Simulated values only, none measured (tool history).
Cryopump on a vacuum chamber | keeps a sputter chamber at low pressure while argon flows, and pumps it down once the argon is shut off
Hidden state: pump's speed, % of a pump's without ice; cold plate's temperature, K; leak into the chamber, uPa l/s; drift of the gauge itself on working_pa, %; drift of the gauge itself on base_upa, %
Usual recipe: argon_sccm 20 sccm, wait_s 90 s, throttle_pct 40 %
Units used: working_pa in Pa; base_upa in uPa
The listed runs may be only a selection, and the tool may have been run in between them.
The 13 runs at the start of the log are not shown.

run    hour  argon_sccm  wait_s  throttle_pct  hours of work since the pump was warmed up and emptied  hours of work since the cold head was overhauled  hours of work since the chamber's fittings were tightened  working_pa  base_upa
 14   830.9          20      90            40                                                     107                                              1478                                                       2426      0.0828         1
 15   869.9          20      90            40                                                     134                                              1505                                                       2453      0.0838      0.97
 16   924.3          20      90            40                                                     172                                              1543                                                       2491      0.0838      1.01
 17     987          20      90            40                                                     215                                              1586                                                       2534      0.0842      1.01
 18  1045.8          20     152            32                                                     256                                              1627                                                       2575       0.105      0.91
 19  1097.2           9      90            22                                                     292                                              1662                                                       2611      0.0681      1.03
 20  1155.3          10     162            22                                                     332                                              1703                                                       2651      0.0766      0.88
 21  1211.3          17      47            43                                                     371                                              1741                                                       2690      0.0682      1.41
 22  1247.2          13     112            37                                                     396                                              1766                                                       2714        0.06      1.04
 23  1322.8          18      50            37                                                     448                                              1818                                                       2767      0.0838      1.32
 24    1383          20      90            17                                                     490                                              1860                                                       2809      0.1973      1.06
 25  1452.2          15     154            40                                                     538                                              1908                                                       2856      0.0653      0.98
 26  1496.7          15     114            22                                                     568                                              1939                                                       2887      0.1163      1.08
 27  1564.1          29      36            51                                                     615                                              1986                                                       2934      0.1017      1.69

Run 28, settings as shown, results not yet in. Your forecast:
     1637.3  -- pump warmed up, emptied and cooled again
 28  1637.3          29      36            51                                                       0                                              2033                                                       2981           ?         ?

working_pa: 0.0938 Pa
base_upa: 1.62 uPa
With no hidden state in the tool, this same run would have given working_pa 0.0927 Pa, base_upa 1.21 uPa.
